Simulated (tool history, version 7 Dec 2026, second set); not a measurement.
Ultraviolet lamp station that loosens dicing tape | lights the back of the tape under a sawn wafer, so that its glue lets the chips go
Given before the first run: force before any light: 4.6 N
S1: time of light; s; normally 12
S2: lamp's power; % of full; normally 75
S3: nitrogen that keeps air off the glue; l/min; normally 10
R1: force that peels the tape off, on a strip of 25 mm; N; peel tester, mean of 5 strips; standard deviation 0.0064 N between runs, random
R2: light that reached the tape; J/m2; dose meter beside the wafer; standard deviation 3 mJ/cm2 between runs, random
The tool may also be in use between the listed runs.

run,day,S1,S2,S3,R1,R2
1,0,12,75,10,0.26,3830
2,3.729,12,75,14,0.227,3540
# day 6.104: window cleaned of glue's vapour
3,7.692,10,75,10,0.562,2610
4,10.283,10,75,10,0.641,2520
5,12.946,10,75,10,0.695,2340
# day 14.121: window cleaned of glue's vapour, once more
6,14.904,12,75,10,0.364,3340
7,18.4,12,95,10,0.269,3930
8,21.321,12,87,10,0.351,3370
9,24.146,12,87,10,0.391,3140
# day 25.829: lamp changed
10,27.675,12,76,10,0.247,3920
# day 28.071: window cleaned of glue's vapour
11,31.433,12,91,10,0.17,4820
12,34.925,10,96,9,0.266,3980
13,38.021,7,92,20,0.385,2490
14,41.583,20,98,9,0.099,7130
# day 41.983: window cleaned of glue's vapour
15,43.675,8,98,6,0.662,2980
16,46.25,11,98,6,0.418,3870
17,49.896,12,64,3,1.354,2560
18,51.642,12,64,3,1.366,2440
19,55.096,12,80,13,0.395,2860
# day 55.758: window cleaned of glue's vapour
20,57.988,17,66,10,0.335,3400
# day 59.321: lamp changed
21,61.979,8,66,4,1.188,2420
22,64.142,8,65,11,0.692,2310

What if the next run were any one of these 5? Each begins from the tool's condition after run 22:
A,66.992,10,61,14,?,?
B,66.992,8,79,16,?,?
C,66.992,9,68,5,?,?
D,66.992,8,65,14,?,?
E,66.992,18,62,3,?,?

run,R1,R2
A,0.48,2580
B,0.399,2640
C,0.998,2550
D,0.638,2230
E,0.501,4670
Without the tool's hidden state the same runs would have given:
run,R1,R2
A,0.349,3010
B,0.287,3080
C,0.782,2980
D,0.474,2590
E,0.365,5460
